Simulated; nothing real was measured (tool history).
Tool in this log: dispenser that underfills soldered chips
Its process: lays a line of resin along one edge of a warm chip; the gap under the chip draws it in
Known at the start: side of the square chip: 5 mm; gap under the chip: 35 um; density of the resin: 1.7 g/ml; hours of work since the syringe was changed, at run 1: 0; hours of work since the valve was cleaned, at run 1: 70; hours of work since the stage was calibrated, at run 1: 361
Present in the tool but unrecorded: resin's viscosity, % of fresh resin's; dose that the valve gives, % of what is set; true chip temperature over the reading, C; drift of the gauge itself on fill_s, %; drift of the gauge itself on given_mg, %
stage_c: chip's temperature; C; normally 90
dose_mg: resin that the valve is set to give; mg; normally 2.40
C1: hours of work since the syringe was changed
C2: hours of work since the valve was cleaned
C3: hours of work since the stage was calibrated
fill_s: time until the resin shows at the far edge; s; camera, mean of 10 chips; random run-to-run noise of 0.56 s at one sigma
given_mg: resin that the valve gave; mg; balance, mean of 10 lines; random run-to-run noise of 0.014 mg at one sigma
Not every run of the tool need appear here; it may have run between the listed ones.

{"run": 1, "hour": 0.0, "stage_c": 90, "dose_mg": 2.4, "C1": 0, "C2": 70, "C3": 361, "fill_s": 52.4, "given_mg": 2.31}
{"run": 2, "hour": 5.7, "stage_c": 91, "dose_mg": 2.4, "C1": 5, "C2": 75, "C3": 366, "fill_s": 58.2, "given_mg": 2.29}
{"hour": 7.4, "done": "new syringe of resin"}
{"hour": 15.8, "done": "new syringe of resin"}
{"hour": 18.4, "done": "dispensing valve cleaned and set on the balance"}
{"run": 3, "hour": 19.9, "stage_c": 91, "dose_mg": 2.4, "C1": 2, "C2": 1, "C3": 375, "fill_s": 53.0, "given_mg": 2.4}
{"hour": 24.4, "done": "new syringe of resin"}
{"hour": 32.1, "done": "new syringe of resin"}
{"run": 4, "hour": 33.9, "stage_c": 91, "dose_mg": 2.4, "C1": 1, "C2": 11, "C3": 386, "fill_s": 53.1, "given_mg": 2.38}
{"hour": 40.4, "done": "new syringe of resin"}
{"run": 5, "hour": 47.3, "stage_c": 90, "dose_mg": 2.4, "C1": 5, "C2": 21, "C3": 395, "fill_s": 62.0, "given_mg": 2.38}
{"hour": 48.5, "done": "new syringe of resin"}
{"hour": 56.8, "done": "new syringe of resin"}
{"run": 6, "hour": 59.0, "stage_c": 90, "dose_mg": 2.4, "C1": 2, "C2": 30, "C3": 404, "fill_s": 55.3, "given_mg": 2.35}
{"hour": 64.8, "done": "new syringe of resin"}
{"run": 7, "hour": 65.7, "stage_c": 90, "dose_mg": 2.4, "C1": 1, "C2": 34, "C3": 409, "fill_s": 53.9, "given_mg": 2.35}
{"hour": 72.4, "done": "new syringe of resin"}
{"run": 8, "hour": 76.5, "stage_c": 90, "dose_mg": 2.4, "C1": 3, "C2": 42, "C3": 417, "fill_s": 57.0, "given_mg": 2.34}
{"hour": 80.0, "done": "new syringe of resin"}
{"run": 9, "hour": 83.8, "stage_c": 87, "dose_mg": 2.4, "C1": 3, "C2": 48, "C3": 422, "fill_s": 66.5, "given_mg": 2.35}
{"hour": 88.1, "done": "new syringe of resin"}
{"hour": 95.8, "done": "new syringe of resin"}
{"run": 10, "hour": 97.9, "stage_c": 87, "dose_mg": 2.4, "C1": 2, "C2": 58, "C3": 432, "fill_s": 62.8, "given_mg": 2.32}
{"hour": 103.8, "done": "new syringe of resin"}
{"hour": 111.4, "done": "new syringe of resin"}
{"run": 11, "hour": 111.4, "stage_c": 87, "dose_mg": 2.4, "C1": 0, "C2": 68, "C3": 442, "fill_s": 59.0, "given_mg": 2.32}
{"hour": 119.7, "done": "new syringe of resin"}
{"run": 12, "hour": 121.5, "stage_c": 87, "dose_mg": 2.4, "C1": 1, "C2": 75, "C3": 449, "fill_s": 61.0, "given_mg": 2.32}
{"hour": 127.4, "done": "new syringe of resin"}
{"hour": 133.6, "done": "dispensing valve cleaned and set on the balance"}
{"run": 13, "hour": 135.1, "stage_c": 78, "dose_mg": 2.4, "C1": 5, "C2": 1, "C3": 459, "fill_s": 103.5, "given_mg": 2.39}
{"hour": 136.4, "done": "new syringe of resin"}
{"hour": 144.1, "done": "new syringe of resin"}
{"run": 14, "hour": 146.1, "stage_c": 85, "dose_mg": 2.4, "C1": 2, "C2": 9, "C3": 467, "fill_s": 67.5, "given_mg": 2.37}
{"hour": 152.2, "done": "new syringe of resin"}
{"run": 15, "hour": 154.8, "stage_c": 85, "dose_mg": 2.27, "C1": 2, "C2": 15, "C3": 473, "fill_s": 69.6, "given_mg": 2.25}
{"hour": 160.9, "done": "new syringe of resin"}
{"run": 16, "hour": 162.3, "stage_c": 84, "dose_mg": 2.4, "C1": 1, "C2": 21, "C3": 478, "fill_s": 70.7, "given_mg": 2.41}
{"hour": 169.5, "done": "new syringe of resin"}
{"run": 17, "hour": 172.0, "stage_c": 78, "dose_mg": 2.4, "C1": 2, "C2": 28, "C3": 486, "fill_s": 93.4, "given_mg": 2.37}
{"hour": 177.3, "done": "new syringe of resin"}
{"run": 18, "hour": 180.6, "stage_c": 87, "dose_mg": 2.57, "C1": 3, "C2": 34, "C3": 492, "fill_s": 64.4, "given_mg": 2.5}
{"hour": 184.9, "done": "new syringe of resin"}
{"run": 19, "hour": 187.5, "stage_c": 84, "dose_mg": 2.21, "C1": 2, "C2": 39, "C3": 497, "fill_s": 74.6, "given_mg": 2.16}
{"hour": 192.9, "done": "new syringe of resin"}
{"run": 20, "hour": 199.9, "stage_c": 84, "dose_mg": 2.21, "C1": 5, "C2": 48, "C3": 506, "fill_s": 83.9, "given_mg": 2.13}
{"hour": 201.1, "done": "new syringe of resin"}
{"hour": 209.2, "done": "new syringe of resin"}
{"run": 21, "hour": 212.4, "stage_c": 84, "dose_mg": 2.41, "C1": 2, "C2": 57, "C3": 515, "fill_s": 73.9, "given_mg": 2.35}
{"hour": 217.2, "done": "new syringe of resin"}
{"hour": 225.0, "done": "new syringe of resin"}
{"run": 22, "hour": 226.6, "stage_c": 91, "dose_mg": 2.61, "C1": 1, "C2": 68, "C3": 525, "fill_s": 55.5, "given_mg": 2.51}
{"hour": 233.4, "done": "new syringe of resin"}
{"run": 23, "hour": 235.9, "stage_c": 100, "dose_mg": 2.53, "C1": 2, "C2": 75, "C3": 532, "fill_s": 39.1, "given_mg": 2.42}
{"hour": 241.4, "done": "new syringe of resin"}
{"hour": 249.0, "done": "dispensing valve cleaned and set on the balance"}
{"run": 24, "hour": 249.6, "stage_c": 83, "dose_mg": 2.13, "C1": 5, "C2": 1, "C3": 542, "fill_s": 87.9, "given_mg": 2.13}
{"hour": 250.7, "done": "new syringe of resin"}
{"hour": 254.7, "done": "stage's temperature calibrated"}
{"hour": 259.5, "done": "new syringe of resin"}
{"run": 25, "hour": 261.8, "stage_c": 86, "dose_mg": 2.18, "C1": 2, "C2": 9, "C3": 5, "fill_s": 59.3, "given_mg": 2.18}
{"hour": 267.1, "done": "new syringe of resin"}
{"run": 26, "hour": 272.1, "stage_c": 82, "dose_mg": 2.29, "C1": 4, "C2": 16, "C3": 13, "fill_s": 75.6, "given_mg": 2.27}
{"hour": 274.9, "done": "new syringe of resin"}
{"hour": 283.0, "done": "new syringe of resin"}
{"run": 27, "hour": 284.6, "stage_c": 90, "dose_mg": 2.41, "C1": 1, "C2": 25, "C3": 22, "fill_s": 49.6, "given_mg": 2.36}
{"hour": 291.0, "done": "new syringe of resin"}
{"run": 28, "hour": 291.6, "stage_c": 90, "dose_mg": 2.41, "C1": 0, "C2": 30, "C3": 27, "fill_s": 48.7, "given_mg": 2.36}
{"hour": 298.8, "done": "new syringe of resin"}
{"run": 29, "hour": 301.4, "stage_c": 88, "dose_mg": 2.31, "C1": 2, "C2": 37, "C3": 34, "fill_s": 56.9, "given_mg": 2.27}
{"hour": 306.8, "done": "new syringe of resin"}
{"run": 30, "hour": 310.8, "stage_c": 88, "dose_mg": 2.31, "C1": 3, "C2": 44, "C3": 41, "fill_s": 56.9, "given_mg": 2.26}
{"hour": 314.3, "done": "new syringe of resin"}
{"hour": 322.6, "done": "new syringe of resin"}
{"run": 31, "hour": 323.9, "stage_c": 88, "dose_mg": 2.31, "C1": 1, "C2": 54, "C3": 50, "fill_s": 55.2, "given_mg": 2.23}
{"hour": 330.2, "done": "new syringe of resin"}
{"run": 32, "hour": 331.4, "stage_c": 88, "dose_mg": 2.31, "C1": 1, "C2": 59, "C3": 56, "fill_s": 54.8, "given_mg": 2.24}
{"hour": 337.8, "done": "new syringe of resin"}
{"run": 33, "hour": 345.0, "stage_c": 94, "dose_mg": 2.31, "C1": 5, "C2": 69, "C3": 66, "fill_s": 50.6, "given_mg": 2.21}
{"hour": 346.0, "done": "new syringe of resin"}
{"run": 34, "hour": 352.7, "stage_c": 94, "dose_mg": 2.31, "C1": 5, "C2": 75, "C3": 72, "fill_s": 48.6, "given_mg": 2.22}

What if the next run were any one of these 3? Each begins from the tool's condition after run 34:
{"hour": 353.7, "done": "new syringe of resin"}
{"hour": 361.7, "done": "new syringe of resin"}
{"run": "A", "hour": 361.7, "stage_c": 90, "dose_mg": 2.16, "C1": 0, "C2": 81, "C3": 78, "fill_s": "?", "given_mg": "?"}
{"hour": 353.7, "done": "new syringe of resin"}
{"hour": 361.7, "done": "new syringe of resin"}
{"run": "B", "hour": 361.7, "stage_c": 75, "dose_mg": 2.31, "C1": 0, "C2": 81, "C3": 78, "fill_s": "?", "given_mg": "?"}
{"hour": 353.7, "done": "new syringe of resin"}
{"hour": 361.7, "done": "new syringe of resin"}
{"run": "C", "hour": 361.7, "stage_c": 97, "dose_mg": 2.41, "C1": 0, "C2": 81, "C3": 78, "fill_s": "?", "given_mg": "?"}

run=A fill_s=49.6 given_mg=2.08
run=B fill_s=91.7 given_mg=2.23
run=C fill_s=36.2 given_mg=2.34
With no hidden state in the tool, these same runs would have given:
run=A fill_s=48.6 given_mg=2.17
run=B fill_s=89.9 given_mg=2.32
run=C fill_s=35.6 given_mg=2.44

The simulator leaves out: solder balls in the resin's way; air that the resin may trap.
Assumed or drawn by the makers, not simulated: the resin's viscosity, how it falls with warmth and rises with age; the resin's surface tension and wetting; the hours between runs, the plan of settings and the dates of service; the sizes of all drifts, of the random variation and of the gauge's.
